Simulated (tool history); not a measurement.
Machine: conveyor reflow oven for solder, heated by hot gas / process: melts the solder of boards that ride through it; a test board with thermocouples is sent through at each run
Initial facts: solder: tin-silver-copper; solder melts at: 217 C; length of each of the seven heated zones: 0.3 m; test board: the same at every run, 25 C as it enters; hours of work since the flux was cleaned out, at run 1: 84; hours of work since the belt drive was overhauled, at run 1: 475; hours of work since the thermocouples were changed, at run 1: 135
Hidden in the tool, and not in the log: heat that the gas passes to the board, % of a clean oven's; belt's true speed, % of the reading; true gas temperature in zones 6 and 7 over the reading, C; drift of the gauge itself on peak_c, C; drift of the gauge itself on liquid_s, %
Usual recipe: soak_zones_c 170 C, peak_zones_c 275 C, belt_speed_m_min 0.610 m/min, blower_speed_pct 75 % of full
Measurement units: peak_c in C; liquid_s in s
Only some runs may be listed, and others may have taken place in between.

| run | hour | soak_zones_c | peak_zones_c | belt_speed_m_min | blower_speed_pct | hours of work since the flux was cleaned out | hours of work since the belt drive was overhauled | hours of work since the thermocouples were changed | peak_c | liquid_s |
|---|---|---|---|---|---|---|---|---|---|---|
| 1 | 0.0 | 170 | 275 | 0.610 | 75 | 84 | 475 | 135 | 259.3 | 46.7 |
| 2 | 17.6 | 168 | 275 | 0.610 | 75 | 97 | 488 | 148 | 258.2 | 45.7 |
| 3 | 28.5 | 168 | 275 | 0.610 | 75 | 106 | 496 | 156 | 258.7 | 45.8 |
| 4 | 39.5 | 168 | 286 | 0.610 | 75 | 114 | 504 | 164 | 267.9 | 50.2 |
| 5 | 63.7 | 181 | 275 | 0.610 | 75 | 131 | 522 | 182 | 259.9 | 50.3 |
| 6 | 84.3 | 181 | 275 | 0.610 | 75 | 147 | 538 | 197 | 259.3 | 50.4 |
| 7 | 96.4 | 181 | 275 | 0.610 | 75 | 156 | 547 | 206 | 260.3 | 50.6 |
| 8 | 116.6 | 181 | 275 | 0.610 | 75 | 171 | 561 | 221 | 259.4 | 50.5 |
| 9 | 141.7 | 170 | 275 | 0.610 | 75 | 189 | 580 | 239 | 257.3 | 45.9 |
| 10 | 152.6 | 170 | 275 | 0.610 | 75 | 197 | 588 | 247 | 257.8 | 45.8 |
| 11 | 171.7 | 170 | 275 | 0.610 | 75 | 211 | 602 | 261 | 257.5 | 45.9 |
| 12 | 182.8 | 170 | 275 | 0.610 | 75 | 219 | 610 | 270 | 257.3 | 46.5 |
| 13 | 199.9 | 170 | 275 | 0.610 | 75 | 232 | 623 | 282 | 257.1 | 46.0 |
| 14 | 212.3 | 170 | 275 | 0.610 | 56 | 241 | 632 | 291 | 250.6 | 41.4 |
| 15 | 238.3 | 170 | 275 | 0.610 | 56 | 260 | 651 | 311 | 250.1 | 41.1 |
| 16 | 249.2 | 170 | 275 | 0.557 | 56 | 268 | 659 | 319 | 253.7 | 47.8 |
| 17 | 271.5 | 170 | 275 | 0.557 | 56 | 285 | 676 | 335 | 254.2 | 48.6 |
| 18 | 283.5 | 170 | 275 | 0.496 | 56 | 294 | 685 | 344 | 258.8 | 57.9 |
| 19 | 302.9 | 170 | 275 | 0.496 | 56 | 308 | 699 | 358 | 258.7 | 57.6 |
|  | 324.8 | flux residue cleaned out of gas plates and filters |
| 20 | 328.6 | 170 | 275 | 0.496 | 56 | 3 | 714 | 373 | 261.4 | 59.6 |
| 21 | 350.7 | 159 | 275 | 0.542 | 73 | 19 | 730 | 390 | 261.7 | 52.1 |
| 22 | 370.4 | 168 | 284 | 0.633 | 80 | 34 | 745 | 404 | 267.2 | 48.6 |
| 23 | 392.8 | 168 | 284 | 0.633 | 80 | 50 | 762 | 421 | 267.6 | 48.3 |
| 24 | 414.1 | 181 | 273 | 0.621 | 68 | 66 | 777 | 437 | 256.9 | 48.3 |
| 25 | 425.6 | 181 | 273 | 0.621 | 68 | 74 | 786 | 445 | 256.9 | 47.9 |
| 26 | 442.0 | 157 | 273 | 0.534 | 68 | 86 | 798 | 457 | 257.8 | 50.3 |
| 27 | 464.3 | 165 | 265 | 0.534 | 68 | 103 | 814 | 474 | 252.3 | 48.6 |
| 28 | 479.7 | 165 | 265 | 0.534 | 68 | 114 | 826 | 485 | 251.7 | 48.5 |
| 29 | 495.4 | 180 | 265 | 0.652 | 68 | 126 | 837 | 497 | 247.7 | 40.4 |
| 30 | 516.1 | 156 | 278 | 0.584 | 55 | 141 | 853 | 512 | 253.1 | 42.0 |
| 31 | 534.1 | 156 | 282 | 0.573 | 70 | 154 | 866 | 525 | 262.9 | 48.9 |

For each run, the measured value with the value that run would have given without the tool's hidden condition subtracted. The run-to-run variation is shared by both, the gauge scatter possibly not:
| run | peak_c | liquid_s |
|---|---|---|
| 1 | +0.2 | +0.3 |
| 2 | +0.1 | +0.2 |
| 3 | -0.1 | +0.2 |
| 4 | -0.2 | +0.3 |
| 5 | -0.2 | +0.2 |
| 6 | -0.2 | +0.2 |
| 7 | -0.3 | +0.2 |
| 8 | -0.4 | +0.1 |
| 9 | -0.7 | -0.1 |
| 10 | -0.8 | -0.2 |
| 11 | -0.9 | -0.3 |
| 12 | -1.0 | -0.3 |
| 13 | -1.0 | -0.3 |
| 14 | -0.8 | -0.3 |
| 15 | -0.9 | -0.4 |
| 16 | -0.6 | -0.2 |
| 17 | -0.8 | -0.3 |
| 18 | -0.5 | +0.1 |
| 19 | -0.6 | +0.1 |
| 20 | +1.6 | +1.7 |
| 21 | +1.5 | +1.4 |
| 22 | +1.3 | +1.1 |
| 23 | +1.2 | +1.0 |
| 24 | +1.1 | +1.1 |
| 25 | +1.1 | +1.1 |
| 26 | +1.1 | +1.2 |
| 27 | +1.0 | +1.1 |
| 28 | +0.9 | +1.0 |
| 29 | +0.7 | +0.8 |
| 30 | +0.8 | +0.9 |
| 31 | +0.4 | +0.7 |

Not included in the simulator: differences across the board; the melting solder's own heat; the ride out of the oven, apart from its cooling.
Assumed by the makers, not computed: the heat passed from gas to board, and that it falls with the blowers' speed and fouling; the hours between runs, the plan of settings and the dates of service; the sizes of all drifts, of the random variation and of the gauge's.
